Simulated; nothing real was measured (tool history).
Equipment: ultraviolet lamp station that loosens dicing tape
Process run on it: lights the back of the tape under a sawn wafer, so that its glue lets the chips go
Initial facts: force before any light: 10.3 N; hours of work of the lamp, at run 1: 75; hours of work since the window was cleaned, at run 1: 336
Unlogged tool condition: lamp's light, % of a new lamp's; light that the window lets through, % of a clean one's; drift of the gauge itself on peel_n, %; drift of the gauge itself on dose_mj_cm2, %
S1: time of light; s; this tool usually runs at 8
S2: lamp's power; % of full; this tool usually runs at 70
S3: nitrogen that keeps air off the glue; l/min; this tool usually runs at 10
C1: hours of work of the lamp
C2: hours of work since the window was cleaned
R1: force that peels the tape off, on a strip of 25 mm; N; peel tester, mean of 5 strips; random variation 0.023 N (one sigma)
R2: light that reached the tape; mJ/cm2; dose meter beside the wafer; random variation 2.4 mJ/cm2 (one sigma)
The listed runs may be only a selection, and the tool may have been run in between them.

run    hour  S1  S2  S3   C1   C2     R1   R2
  1       0   8  70  10   75  336  1.357  225
  2    45.4   8  70  10  109  370  1.385  228
  3    83.4   8  70  10  138  398  1.394  224
  4   134.9   8  70  10  176  437  1.478  219
  5   165.3   8  70   6  199  459  2.063  217
  6   222.3   8  70   6  242  502  2.117  208
      257.2  -- window cleaned of glue's vapour
  7   282.6   8  70  10  286   19  1.386  229
  8   335.3   8  70  10  326   58  1.451  218
  9     367   8  70  10  350   82  1.469  221
 10     424   8  70  10  392  125  1.494  212
 11   478.7   8  70  10  433  166  1.585  210
 12   515.3   8  70  10  461  193  1.609  209
 13   555.7   8  70  10  491  223   1.65  201
 14   600.4   8  70  10  524  257  1.691  199
 15   660.5   8  70  10  569  302  1.748  198
 16   717.6   8  70  10  612  345  1.795  190
 17   764.1  13  89  10  647  379  0.423  391
 18   805.3   7  96   5  678  410  2.296  226
 19   840.6   7  86   6  704  437  2.413  197
 20   900.8   6  64  10  749  482  3.266  123
 21   943.8   6  64  10  781  514  3.282  119
      964.1  -- window cleaned of glue's vapour
 22     973   6  64  10  803    7  3.186  129
 23  1014.3   8  87  10  834   38  1.263  234
 24  1078.1   8  81  19  881   85  1.018  215
 25  1138.6   8  81  19  927  131  1.091  206
 26  1164.9   4  96  11  946  150  3.287  123
 27  1218.5   8  67   4  986  190  3.667  164

What if the next run were any one of these 3? Each begins from the tool's condition after run 27:
  A  1246.4   8  81   4  1007  211   ?   ?
  B  1246.4  15  96  10  1007  211   ?   ?
  C  1246.4   6  70  10  1007  211   ?   ?

run     R1   R2
  A  2.992  195
  B  0.348  436
  C  3.352  125
Had the tool no hidden state, the same runs would have come out as:
run     R1   R2
  A  1.732  287
  B  0.209  637
  C  1.993  184
